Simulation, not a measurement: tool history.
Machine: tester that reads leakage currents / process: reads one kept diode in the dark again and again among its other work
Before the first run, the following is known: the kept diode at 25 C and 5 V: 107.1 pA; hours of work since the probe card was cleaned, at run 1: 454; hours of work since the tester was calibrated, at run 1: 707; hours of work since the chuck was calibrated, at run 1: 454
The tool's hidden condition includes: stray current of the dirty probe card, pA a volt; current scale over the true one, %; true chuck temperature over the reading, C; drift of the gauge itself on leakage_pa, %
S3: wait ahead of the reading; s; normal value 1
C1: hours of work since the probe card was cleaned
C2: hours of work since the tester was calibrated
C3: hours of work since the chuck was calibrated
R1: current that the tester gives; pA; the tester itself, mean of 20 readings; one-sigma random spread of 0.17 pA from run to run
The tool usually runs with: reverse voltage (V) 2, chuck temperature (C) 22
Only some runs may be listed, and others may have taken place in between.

run 1 hour=0 | reverse_voltage_(V)=2 chuck_temperature_(C)=22 S3=1 | C1=454 C2=707 C3=454 | R1=49.97
run 2 hour=25.6 | reverse_voltage_(V)=2 chuck_temperature_(C)=22 S3=1 | C1=466 C2=720 C3=466 | R1=49.85
run 3 hour=53.9 | reverse_voltage_(V)=2 chuck_temperature_(C)=22 S3=1.13 | C1=480 C2=734 C3=480 | R1=49.53
run 4 hour=72.3 | reverse_voltage_(V)=2 chuck_temperature_(C)=22 S3=1.13 | C1=490 C2=743 C3=490 | R1=49.56
run 5 hour=102 | reverse_voltage_(V)=2 chuck_temperature_(C)=22 S3=1 | C1=504 C2=758 C3=504 | R1=49.57
run 6 hour=130.3 | reverse_voltage_(V)=2 chuck_temperature_(C)=22 S3=1 | C1=519 C2=772 C3=519 | R1=49.49
run 7 hour=159.1 | reverse_voltage_(V)=2 chuck_temperature_(C)=22 S3=6.66 | C1=533 C2=787 C3=533 | R1=49.3
run 8 hour=184.3 | reverse_voltage_(V)=2 chuck_temperature_(C)=30 S3=1 | C1=546 C2=799 C3=546 | R1=93.99
run 9 hour=209.5 | reverse_voltage_(V)=2 chuck_temperature_(C)=30 S3=1 | C1=558 C2=812 C3=558 | R1=93.66
run 10 hour=227.8 | reverse_voltage_(V)=2 chuck_temperature_(C)=22 S3=1 | C1=567 C2=821 C3=567 | R1=49.57
run 11 hour=244.4 | reverse_voltage_(V)=2 chuck_temperature_(C)=22 S3=1 | C1=576 C2=829 C3=576 | R1=49.09
run 12 hour=272.4 | reverse_voltage_(V)=2 chuck_temperature_(C)=22 S3=1 | C1=590 C2=843 C3=590 | R1=49.09
run 13 hour=300.7 | reverse_voltage_(V)=2 chuck_temperature_(C)=22 S3=1 | C1=604 C2=857 C3=604 | R1=48.79
-- hour=304.8 tester calibrated
run 14 hour=323.3 | reverse_voltage_(V)=2 chuck_temperature_(C)=22 S3=1 | C1=614 C2=9 C3=614 | R1=48.88
-- hour=350.6 tester calibrated, once more
run 15 hour=354.7 | reverse_voltage_(V)=2 chuck_temperature_(C)=22 S3=1 | C1=629 C2=2 C3=629 | R1=48.64
run 16 hour=370.2 | reverse_voltage_(V)=2 chuck_temperature_(C)=22 S3=1 | C1=636 C2=10 C3=636 | R1=48.79
-- hour=384.2 chuck's temperature calibrated
run 17 hour=393.1 | reverse_voltage_(V)=13.75 chuck_temperature_(C)=31 S3=3.72 | C1=647 C2=20 C3=4 | R1=292.9
run 18 hour=419.6 | reverse_voltage_(V)=13.75 chuck_temperature_(C)=31 S3=3.72 | C1=660 C2=33 C3=18 | R1=293.08
run 19 hour=437.2 | reverse_voltage_(V)=1.15 chuck_temperature_(C)=35 S3=6.15 | C1=669 C2=42 C3=26 | R1=110.74
run 20 hour=454.8 | reverse_voltage_(V)=14.71 chuck_temperature_(C)=33 S3=0.39 | C1=678 C2=51 C3=35 | R1=356.9
run 21 hour=485.5 | reverse_voltage_(V)=14.71 chuck_temperature_(C)=33 S3=0.39 | C1=693 C2=66 C3=51 | R1=356.54
run 22 hour=504.7 | reverse_voltage_(V)=1.99 chuck_temperature_(C)=47 S3=0.39 | C1=703 C2=76 C3=60 | R1=350.28
run 23 hour=528.3 | reverse_voltage_(V)=1.99 chuck_temperature_(C)=30 S3=1.22 | C1=714 C2=88 C3=72 | R1=100.13
run 24 hour=553.7 | reverse_voltage_(V)=1.99 chuck_temperature_(C)=30 S3=1.22 | C1=727 C2=100 C3=85 | R1=99.38
run 25 hour=572.7 | reverse_voltage_(V)=16.03 chuck_temperature_(C)=51 S3=1 | C1=737 C2=110 C3=94 | R1=1350.16
run 26 hour=591.7 | reverse_voltage_(V)=15.69 chuck_temperature_(C)=24 S3=1 | C1=746 C2=119 C3=104 | R1=179.67
run 27 hour=609.3 | reverse_voltage_(V)=15.69 chuck_temperature_(C)=24 S3=1 | C1=755 C2=128 C3=112 | R1=180.21
run 28 hour=640.3 | reverse_voltage_(V)=2 chuck_temperature_(C)=45 S3=2.84 | C1=770 C2=144 C3=128 | R1=303.55
run 29 hour=670.1 | reverse_voltage_(V)=2 chuck_temperature_(C)=45 S3=2.84 | C1=785 C2=159 C3=143 | R1=303.06
run 30 hour=697.6 | reverse_voltage_(V)=10.46 chuck_temperature_(C)=22 S3=1 | C1=799 C2=172 C3=157 | R1=123.56

Consider 3 possible next runs. They are alternatives, not a sequence: every one starts from the tool as it was left by run 30. What does each give?
run A hour=718.6 | reverse_voltage_(V)=2 chuck_temperature_(C)=42 S3=0.56 | C1=810 C2=183 C3=167 | R1=?
run B hour=718.6 | reverse_voltage_(V)=14.74 chuck_temperature_(C)=47 S3=1 | C1=810 C2=183 C3=167 | R1=?
run C hour=718.6 | reverse_voltage_(V)=10.46 chuck_temperature_(C)=22 S3=3.42 | C1=810 C2=183 C3=167 | R1=?

run=A R1=244.32
run=B R1=976.26
run=C R1=123.06
Had the tool no hidden state, the same runs would have come out as:
run=A R1=246.28
run=B R1=983.12
run=C R1=123.4
